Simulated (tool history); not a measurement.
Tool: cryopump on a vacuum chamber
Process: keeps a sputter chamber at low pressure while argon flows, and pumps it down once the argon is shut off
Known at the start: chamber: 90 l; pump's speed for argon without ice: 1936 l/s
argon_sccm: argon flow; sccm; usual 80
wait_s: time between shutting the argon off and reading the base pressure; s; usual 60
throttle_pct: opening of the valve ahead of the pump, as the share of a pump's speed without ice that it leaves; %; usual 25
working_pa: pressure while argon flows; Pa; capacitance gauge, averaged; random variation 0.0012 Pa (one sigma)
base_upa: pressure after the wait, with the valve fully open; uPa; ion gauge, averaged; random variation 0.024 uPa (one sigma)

run 1 hour=0 | argon_sccm=80 wait_s=60 throttle_pct=25 | working_pa=0.2813 base_upa=1.05
run 2 hour=16.7 | argon_sccm=80 wait_s=60 throttle_pct=25 | working_pa=0.283 base_upa=1.08
run 3 hour=26.5 | argon_sccm=80 wait_s=60 throttle_pct=25 | working_pa=0.2826 base_upa=1.08
run 4 hour=37.1 | argon_sccm=80 wait_s=60 throttle_pct=25 | working_pa=0.2814 base_upa=1.06
run 5 hour=49.8 | argon_sccm=80 wait_s=60 throttle_pct=25 | working_pa=0.2812 base_upa=1.06
run 6 hour=60.7 | argon_sccm=80 wait_s=60 throttle_pct=25 | working_pa=0.2819 base_upa=1.06
run 7 hour=73.3 | argon_sccm=80 wait_s=60 throttle_pct=25 | working_pa=0.284 base_upa=1.04
run 8 hour=84.8 | argon_sccm=80 wait_s=60 throttle_pct=25 | working_pa=0.283 base_upa=1.08
run 9 hour=93.1 | argon_sccm=80 wait_s=60 throttle_pct=25 | working_pa=0.2812 base_upa=1.06
run 10 hour=100.7 | argon_sccm=80 wait_s=60 throttle_pct=25 | working_pa=0.28 base_upa=1.02
run 11 hour=108.7 | argon_sccm=80 wait_s=60 throttle_pct=56 | working_pa=0.1289 base_upa=1.04
run 12 hour=122.9 | argon_sccm=37 wait_s=60 throttle_pct=25 | working_pa=0.1303 base_upa=1.08
run 13 hour=136.5 | argon_sccm=37 wait_s=60 throttle_pct=25 | working_pa=0.1309 base_upa=1.08
run 14 hour=145 | argon_sccm=37 wait_s=60 throttle_pct=25 | working_pa=0.1295 base_upa=1.09
run 15 hour=161.5 | argon_sccm=42 wait_s=60 throttle_pct=25 | working_pa=0.149 base_upa=1.1
run 16 hour=174.4 | argon_sccm=42 wait_s=60 throttle_pct=25 | working_pa=0.1477 base_upa=1.06
run 17 hour=182.5 | argon_sccm=42 wait_s=60 throttle_pct=25 | working_pa=0.1474 base_upa=1.09
run 18 hour=195.3 | argon_sccm=59 wait_s=170 throttle_pct=23 | working_pa=0.2249 base_upa=0.57
run 19 hour=209.4 | argon_sccm=80 wait_s=22 throttle_pct=49 | working_pa=0.1471 base_upa=2.49
run 20 hour=221.5 | argon_sccm=119 wait_s=175 throttle_pct=17 | working_pa=0.612 base_upa=0.6
run 21 hour=229.6 | argon_sccm=80 wait_s=158 throttle_pct=25 | working_pa=0.2841 base_upa=0.64
run 22 hour=240.3 | argon_sccm=45 wait_s=60 throttle_pct=26 | working_pa=0.1526 base_upa=1.12

The next listed run, before its measurement:
run 23 hour=247.5 | argon_sccm=80 wait_s=116 throttle_pct=24 | working_pa=? base_upa=?

Run 23 gave working_pa 0.2948 Pa, base_upa 0.77 uPa.
Without the tool's hidden state the same run would have given working_pa 0.2906 Pa, base_upa 0.58 uPa.

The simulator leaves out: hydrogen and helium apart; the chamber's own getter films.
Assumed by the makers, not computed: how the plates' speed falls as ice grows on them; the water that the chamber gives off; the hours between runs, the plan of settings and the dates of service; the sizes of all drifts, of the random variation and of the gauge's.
